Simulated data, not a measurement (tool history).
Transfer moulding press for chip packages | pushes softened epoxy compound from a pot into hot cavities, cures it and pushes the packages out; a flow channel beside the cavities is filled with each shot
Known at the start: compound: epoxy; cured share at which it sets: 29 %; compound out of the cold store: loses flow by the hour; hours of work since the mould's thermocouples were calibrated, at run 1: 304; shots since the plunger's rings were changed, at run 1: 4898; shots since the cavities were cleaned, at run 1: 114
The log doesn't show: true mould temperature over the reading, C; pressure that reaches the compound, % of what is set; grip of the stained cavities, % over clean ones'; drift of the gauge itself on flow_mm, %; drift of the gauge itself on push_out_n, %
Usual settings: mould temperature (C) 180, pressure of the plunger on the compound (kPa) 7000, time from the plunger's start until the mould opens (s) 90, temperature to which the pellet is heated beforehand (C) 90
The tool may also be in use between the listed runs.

| run | hour | mould temperature (C) | pressure of the plunger on the compound (kPa) | time from the plunger's start until the mould opens (s) | temperature to which the pellet is heated beforehand (C) | hours of work since the mould's thermocouples were calibrated | shots since the plunger's rings were changed | shots since the cavities were cleaned | incoming compound's hours out of the cold store | length that the compound runs in the flow channel (mm) | greatest force on the pins that push the packages out (N) |
|---|---|---|---|---|---|---|---|---|---|---|---|
| 1 | 0 | 180 | 7000 | 90 | 90 | 304 | 4898 | 114 | 35.2 | 731 | 381 |
| 2 | 68.6 | 180 | 7000 | 90 | 90 | 345 | 5772 | 988 | 24.3 | 806 | 393 |
|  | 81.1 | cavities cleaned with cleaning compound and waxed |
|  | 150.9 | plunger's sealing rings changed |
| 3 | 150.9 | 174 | 7000 | 90 | 90 | 391 | 0 | 856 | 19.4 | 840 | 538 |
|  | 171.3 | cavities cleaned with cleaning compound and waxed |
| 4 | 215.2 | 180 | 7000 | 90 | 90 | 429 | 799 | 558 | 45.5 | 689 | 384 |
|  | 258.6 | cavities cleaned with cleaning compound and waxed |
| 5 | 300.1 | 180 | 7000 | 84 | 90 | 478 | 1861 | 528 | 8.2 | 901 | 461 |
|  | 344.5 | cavities cleaned with cleaning compound and waxed |
| 6 | 377.8 | 180 | 7000 | 90 | 90 | 524 | 2831 | 425 | 38.3 | 719 | 377 |
|  | 435.1 | cavities cleaned with cleaning compound and waxed |
| 7 | 462.3 | 180 | 7000 | 90 | 90 | 573 | 3887 | 346 | 31 | 761 | 395 |
|  | 526.6 | cavities cleaned with cleaning compound and waxed |
| 8 | 528.6 | 180 | 7000 | 90 | 90 | 612 | 4711 | 26 | 32.3 | 749 | 378 |
| 9 | 602.6 | 180 | 7000 | 91 | 90 | 656 | 5652 | 967 | 46.8 | 671 | 376 |
|  | 619.4 | cavities cleaned with cleaning compound and waxed |
| 10 | 669.5 | 180 | 7000 | 90 | 90 | 695 | 6484 | 637 | 16.4 | 849 | 381 |
|  | 694.7 | plunger's sealing rings changed |
|  | 708.7 | cavities cleaned with cleaning compound and waxed |
| 11 | 722 | 180 | 6500 | 90 | 90 | 723 | 329 | 169 | 26.6 | 746 | 386 |
| 12 | 764.2 | 180 | 6500 | 90 | 90 | 749 | 866 | 706 | 42.4 | 683 | 389 |
|  | 796.7 | cavities cleaned with cleaning compound and waxed |
| 13 | 839.8 | 180 | 6500 | 90 | 90 | 793 | 1809 | 549 | 25.2 | 771 | 380 |
|  | 884.8 | cavities cleaned with cleaning compound and waxed |
|  | 902.3 | mould's thermocouples calibrated |
| 14 | 924.8 | 186 | 6000 | 127 | 96 | 13 | 2845 | 483 | 47.3 | 621 | 342 |
|  | 979.2 | cavities cleaned with cleaning compound and waxed |
| 15 | 1000.4 | 186 | 6000 | 127 | 96 | 57 | 3788 | 269 | 19.6 | 748 | 341 |
| 16 | 1043.4 | 180 | 7000 | 101 | 95 | 83 | 4335 | 816 | 40.9 | 720 | 352 |
|  | 1065.4 | cavities cleaned with cleaning compound and waxed |
| 17 | 1131.8 | 180 | 7000 | 90 | 89 | 135 | 5441 | 844 | 33.3 | 737 | 392 |
|  | 1155.9 | cavities cleaned with cleaning compound and waxed |
| 18 | 1184.1 | 180 | 7000 | 90 | 89 | 165 | 6088 | 360 | 39.9 | 716 | 393 |
|  | 1238.8 | plunger's sealing rings changed |
|  | 1247.6 | cavities cleaned with cleaning compound and waxed |
| 19 | 1272.2 | 186 | 7000 | 92 | 98 | 215 | 405 | 312 | 46.6 | 683 | 354 |
|  | 1332.7 | cavities cleaned with cleaning compound and waxed |
| 20 | 1332.7 | 176 | 7070 | 108 | 93 | 250 | 1156 | 0 | 9.9 | 890 | 382 |
|  | 1419.6 | cavities cleaned with cleaning compound and waxed |
| 21 | 1419.6 | 188 | 7000 | 101 | 94 | 301 | 2244 | 0 | 37.3 | 719 | 341 |
| 22 | 1462.1 | 188 | 7000 | 101 | 94 | 326 | 2783 | 539 | 35.9 | 722 | 348 |
|  | 1510.2 | cavities cleaned with cleaning compound and waxed |
| 23 | 1532.2 | 186 | 5280 | 86 | 92 | 367 | 3657 | 280 | 44.1 | 597 | 339 |
| 24 | 1579.3 | 180 | 7000 | 90 | 86 | 395 | 4256 | 879 | 12.6 | 867 | 402 |
|  | 1597.7 | cavities cleaned with cleaning compound and waxed |
| 25 | 1637.7 | 180 | 7000 | 110 | 86 | 429 | 4979 | 508 | 9 | 880 | 356 |
|  | 1683.2 | cavities cleaned with cleaning compound and waxed |
| 26 | 1716 | 184 | 5270 | 90 | 86 | 475 | 5957 | 417 | 14.1 | 748 | 362 |

Forecast each of these 3 alternatives for the next run:
|  | 1773.3 | cavities cleaned with cleaning compound and waxed |
|  | 1783.6 | plunger's sealing rings changed |
| A | 1790.4 | 180 | 7000 | 105 | 90 | 517 | 87 | 186 | 13.5 | ? | ? |
|  | 1773.3 | cavities cleaned with cleaning compound and waxed |
|  | 1783.6 | plunger's sealing rings changed |
| B | 1790.4 | 184 | 6170 | 90 | 86 | 517 | 87 | 186 | 16.9 | ? | ? |
|  | 1773.3 | cavities cleaned with cleaning compound and waxed |
|  | 1783.6 | plunger's sealing rings changed |
| C | 1790.4 | 184 | 6780 | 90 | 86 | 517 | 87 | 186 | 44.3 | ? | ? |

| run | length that the compound runs in the flow channel (mm) | greatest force on the pins that push the packages out (N) |
|---|---|---|
| A | 872 | 345 |
| B | 795 | 359 |
| C | 674 | 354 |
Without the tool's hidden state the same runs would have given:
| run | length that the compound runs in the flow channel (mm) | greatest force on the pins that push the packages out (N) |
|---|---|---|
| A | 872 | 343 |
| B | 795 | 357 |
| C | 674 | 352 |
